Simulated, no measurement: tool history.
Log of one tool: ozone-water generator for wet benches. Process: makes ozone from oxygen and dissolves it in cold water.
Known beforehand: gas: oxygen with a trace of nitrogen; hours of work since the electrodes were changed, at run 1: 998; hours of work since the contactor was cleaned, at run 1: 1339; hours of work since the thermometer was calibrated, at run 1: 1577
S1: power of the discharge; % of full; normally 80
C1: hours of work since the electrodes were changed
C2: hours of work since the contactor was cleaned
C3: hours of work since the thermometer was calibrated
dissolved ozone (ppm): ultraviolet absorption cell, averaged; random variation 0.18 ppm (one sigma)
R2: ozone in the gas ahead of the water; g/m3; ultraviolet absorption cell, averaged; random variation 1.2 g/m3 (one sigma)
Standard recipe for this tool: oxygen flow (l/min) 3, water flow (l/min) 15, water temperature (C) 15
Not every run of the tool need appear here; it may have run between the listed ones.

run 1 day=0 | S1=80 oxygen_flow_(l/min)=3 water_flow_(l/min)=15 water_temperature_(C)=15 | C1=998 C2=1339 C3=1577 | dissolved_ozone_(ppm)=24.6 R2=223.2
run 2 day=0.988 | S1=80 oxygen_flow_(l/min)=3 water_flow_(l/min)=15 water_temperature_(C)=15 | C1=1015 C2=1356 C3=1594 | dissolved_ozone_(ppm)=24.6 R2=222.4
run 3 day=2.217 | S1=80 oxygen_flow_(l/min)=3 water_flow_(l/min)=15 water_temperature_(C)=15 | C1=1037 C2=1377 C3=1615 | dissolved_ozone_(ppm)=24.7 R2=223.1
run 4 day=3.121 | S1=80 oxygen_flow_(l/min)=2.38 water_flow_(l/min)=15 water_temperature_(C)=15 | C1=1053 C2=1393 C3=1631 | dissolved_ozone_(ppm)=22.7 R2=240.5
run 5 day=3.812 | S1=80 oxygen_flow_(l/min)=2.38 water_flow_(l/min)=15 water_temperature_(C)=15 | C1=1065 C2=1405 C3=1643 | dissolved_ozone_(ppm)=23.1 R2=241.6
run 6 day=5.112 | S1=80 oxygen_flow_(l/min)=3.13 water_flow_(l/min)=15 water_temperature_(C)=15 | C1=1087 C2=1427 C3=1666 | dissolved_ozone_(ppm)=24.9 R2=218.8
run 7 day=6.412 | S1=80 oxygen_flow_(l/min)=3.13 water_flow_(l/min)=15 water_temperature_(C)=15 | C1=1110 C2=1450 C3=1688 | dissolved_ozone_(ppm)=24.7 R2=219.1
run 8 day=7.508 | S1=80 oxygen_flow_(l/min)=3.13 water_flow_(l/min)=15 water_temperature_(C)=15 | C1=1129 C2=1469 C3=1707 | dissolved_ozone_(ppm)=24.7 R2=219.8
run 9 day=8.5 | S1=80 oxygen_flow_(l/min)=3 water_flow_(l/min)=15 water_temperature_(C)=15 | C1=1146 C2=1486 C3=1724 | dissolved_ozone_(ppm)=24.2 R2=222.3
run 10 day=9.233 | S1=80 oxygen_flow_(l/min)=3 water_flow_(l/min)=15 water_temperature_(C)=10 | C1=1159 C2=1499 C3=1737 | dissolved_ozone_(ppm)=26 R2=222.1
run 11 day=10.108 | S1=80 oxygen_flow_(l/min)=3 water_flow_(l/min)=10 water_temperature_(C)=15 | C1=1174 C2=1514 C3=1752 | dissolved_ozone_(ppm)=33.2 R2=220.6
run 12 day=11.562 | S1=80 oxygen_flow_(l/min)=3 water_flow_(l/min)=10 water_temperature_(C)=15 | C1=1199 C2=1540 C3=1778 | dissolved_ozone_(ppm)=33.7 R2=220.4
run 13 day=12.712 | S1=80 oxygen_flow_(l/min)=4.16 water_flow_(l/min)=15 water_temperature_(C)=15 | C1=1219 C2=1560 C3=1798 | dissolved_ozone_(ppm)=26.5 R2=197.9
run 14 day=13.546 | S1=80 oxygen_flow_(l/min)=4.76 water_flow_(l/min)=15 water_temperature_(C)=15 | C1=1234 C2=1574 C3=1812 | dissolved_ozone_(ppm)=27.4 R2=188.3
run 15 day=14.525 | S1=80 oxygen_flow_(l/min)=4.76 water_flow_(l/min)=15 water_temperature_(C)=15 | C1=1251 C2=1591 C3=1829 | dissolved_ozone_(ppm)=27.2 R2=187.8
run 16 day=15.917 | S1=80 oxygen_flow_(l/min)=4.76 water_flow_(l/min)=15 water_temperature_(C)=15 | C1=1275 C2=1615 C3=1853 | dissolved_ozone_(ppm)=27.4 R2=187.4
run 17 day=16.721 | S1=80 oxygen_flow_(l/min)=4.76 water_flow_(l/min)=15 water_temperature_(C)=15 | C1=1289 C2=1629 C3=1867 | dissolved_ozone_(ppm)=27.2 R2=186.2
run 18 day=17.821 | S1=80 oxygen_flow_(l/min)=4.76 water_flow_(l/min)=15 water_temperature_(C)=15 | C1=1308 C2=1648 C3=1886 | dissolved_ozone_(ppm)=27.2 R2=189
run 19 day=18.475 | S1=80 oxygen_flow_(l/min)=2.52 water_flow_(l/min)=15 water_temperature_(C)=22 | C1=1319 C2=1660 C3=1898 | dissolved_ozone_(ppm)=21.4 R2=232.3
run 20 day=19.088 | S1=80 oxygen_flow_(l/min)=2.52 water_flow_(l/min)=12 water_temperature_(C)=18 | C1=1330 C2=1670 C3=1908 | dissolved_ozone_(ppm)=26.8 R2=231.7
run 21 day=20.529 | S1=80 oxygen_flow_(l/min)=2.52 water_flow_(l/min)=12 water_temperature_(C)=18 | C1=1355 C2=1695 C3=1934 | dissolved_ozone_(ppm)=26.9 R2=231.3
run 22 day=21.733 | S1=80 oxygen_flow_(l/min)=2.52 water_flow_(l/min)=12 water_temperature_(C)=18 | C1=1376 C2=1716 C3=1955 | dissolved_ozone_(ppm)=26.8 R2=233.4
run 23 day=22.733 | S1=80 oxygen_flow_(l/min)=3 water_flow_(l/min)=15 water_temperature_(C)=20 | C1=1393 C2=1734 C3=1972 | dissolved_ozone_(ppm)=23 R2=219.3
run 24 day=24.079 | S1=76 oxygen_flow_(l/min)=4.66 water_flow_(l/min)=9 water_temperature_(C)=21 | C1=1417 C2=1757 C3=1995 | dissolved_ozone_(ppm)=32.1 R2=180.7
run 25 day=25.433 | S1=97 oxygen_flow_(l/min)=3 water_flow_(l/min)=15 water_temperature_(C)=16 | C1=1440 C2=1781 C3=2019 | dissolved_ozone_(ppm)=27 R2=244.5
run 26 day=26.858 | S1=97 oxygen_flow_(l/min)=4.75 water_flow_(l/min)=11 water_temperature_(C)=16 | C1=1465 C2=1805 C3=2044 | dissolved_ozone_(ppm)=36.9 R2=207.5
run 27 day=28.25 | S1=97 oxygen_flow_(l/min)=4.75 water_flow_(l/min)=11 water_temperature_(C)=16 | C1=1489 C2=1830 C3=2068 | dissolved_ozone_(ppm)=36.7 R2=205.5
run 28 day=29.096 | S1=97 oxygen_flow_(l/min)=4.75 water_flow_(l/min)=11 water_temperature_(C)=16 | C1=1504 C2=1844 C3=2082 | dissolved_ozone_(ppm)=37 R2=206.6
-- day=29.229 gauge calibrated
run 29 day=29.862 | S1=80 oxygen_flow_(l/min)=3 water_flow_(l/min)=15 water_temperature_(C)=16 | C1=1517 C2=1858 C3=2096 | dissolved_ozone_(ppm)=24 R2=223
run 30 day=31.054 | S1=80 oxygen_flow_(l/min)=3 water_flow_(l/min)=15 water_temperature_(C)=16 | C1=1538 C2=1878 C3=2116 | dissolved_ozone_(ppm)=24.2 R2=221.6
run 31 day=32.433 | S1=80 oxygen_flow_(l/min)=3 water_flow_(l/min)=21 water_temperature_(C)=16 | C1=1562 C2=1902 C3=2140 | dissolved_ozone_(ppm)=18 R2=222.6
run 32 day=33.508 | S1=63 oxygen_flow_(l/min)=1.97 water_flow_(l/min)=12 water_temperature_(C)=9 | C1=1581 C2=1921 C3=2159 | dissolved_ozone_(ppm)=23.9 R2=224.4
run 33 day=34.429 | S1=63 oxygen_flow_(l/min)=1.97 water_flow_(l/min)=12 water_temperature_(C)=9 | C1=1597 C2=1937 C3=2175 | dissolved_ozone_(ppm)=23.9 R2=225.6

Here are 4 independent what-if runs from the current tool condition. What would each one return?
run A day=35.033 | S1=76 oxygen_flow_(l/min)=2.7 water_flow_(l/min)=12 water_temperature_(C)=9 | C1=1607 C2=1947 C3=2186 | dissolved_ozone_(ppm)=? R2=?
run B day=35.033 | S1=50 oxygen_flow_(l/min)=1.97 water_flow_(l/min)=20 water_temperature_(C)=10 | C1=1607 C2=1947 C3=2186 | dissolved_ozone_(ppm)=? R2=?
run C day=35.033 | S1=80 oxygen_flow_(l/min)=3.57 water_flow_(l/min)=15 water_temperature_(C)=7 | C1=1607 C2=1947 C3=2186 | dissolved_ozone_(ppm)=? R2=?
run D day=35.033 | S1=80 oxygen_flow_(l/min)=3.45 water_flow_(l/min)=14 water_temperature_(C)=12 | C1=1607 C2=1947 C3=2186 | dissolved_ozone_(ppm)=? R2=?

run=A dissolved_ozone_(ppm)=29.8 R2=222.9
run=B dissolved_ozone_(ppm)=12.7 R2=196.8
run=C dissolved_ozone_(ppm)=28.3 R2=210.7
run=D dissolved_ozone_(ppm)=27.8 R2=211.6
What these runs would have given with no unlogged condition in the tool:
run=A dissolved_ozone_(ppm)=29.8 R2=224.3
run=B dissolved_ozone_(ppm)=12.7 R2=198
run=C dissolved_ozone_(ppm)=28.3 R2=212.1
run=D dissolved_ozone_(ppm)=27.8 R2=212.9
